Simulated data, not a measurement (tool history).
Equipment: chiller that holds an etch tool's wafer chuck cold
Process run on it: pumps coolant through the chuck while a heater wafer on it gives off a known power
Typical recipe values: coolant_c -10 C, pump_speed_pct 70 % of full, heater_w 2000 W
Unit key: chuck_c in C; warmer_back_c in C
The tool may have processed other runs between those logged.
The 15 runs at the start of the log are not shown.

run	day	coolant_c	pump_speed_pct	heater_w	hours since the coolant was changed and the channels were flushed	hours since the pump was overhauled	hours since the chiller's thermometer was calibrated	chuck_c	warmer_back_c
16	31.758	-10	70	2000	1247	1843	3010	16.6	6.28
17	33.262	-10	70	2000	1283	1879	3046	16.5	6.25
18	35.317	0	97	2408	1332	1929	3095	26.3	5.32
19	36.833	-10	70	1380	1369	1965	3132	8.5	4.23
20	40.096	-6	81	1434	1447	2043	3210	11.4	3.77
21	42.554	-14	94	2645	1506	2102	3269	15.2	6.07
22	45.125	-5	70	1257	1568	2164	3331	11.8	3.76
# day 45.350: gauge calibrated
23	48.212	-5	70	1257	1642	2238	3405	11.5	4.11
24	50.958	-18	70	1257	1708	2304	3471	-1.3	4.06
25	53.508	-2	75	1158	1769	2365	3532	12.8	3.39
26	55.646	-2	75	1158	1820	2417	3583	12.8	3.44
27	58.550	-13	66	1763	1890	2486	3653	11.4	5.92
28	59.954	-13	98	2377	1924	2520	3687	12.8	5.35
29	62.904	-15	98	2377	1994	2591	3757	10.7	5.33
30	64.312	-15	98	2377	2028	2625	3791	10.6	5.34
31	66.079	-5	70	2000	2071	2667	3834	21.8	6.30
32	69.162	-12	73	1715	2145	2741	3908	10.2	5.16

3 ways to go on from here, each from the tool as it stands after run 32. What would each give?
A	71.708	-15	70	2000	2206	2802	3969	?	?
B	71.708	-16	82	1098	2206	2802	3969	?	?
C	71.708	-10	70	2727	2206	2802	3969	?	?

run	chuck_c	warmer_back_c
A	11.4	6.24
B	-2.9	2.85
C	26.2	8.68
Take away the tool's hidden state, keep each run's random variation, and the runs would have read:
run	chuck_c	warmer_back_c
A	11.4	6.38
B	-2.9	2.99
C	26.2	8.82

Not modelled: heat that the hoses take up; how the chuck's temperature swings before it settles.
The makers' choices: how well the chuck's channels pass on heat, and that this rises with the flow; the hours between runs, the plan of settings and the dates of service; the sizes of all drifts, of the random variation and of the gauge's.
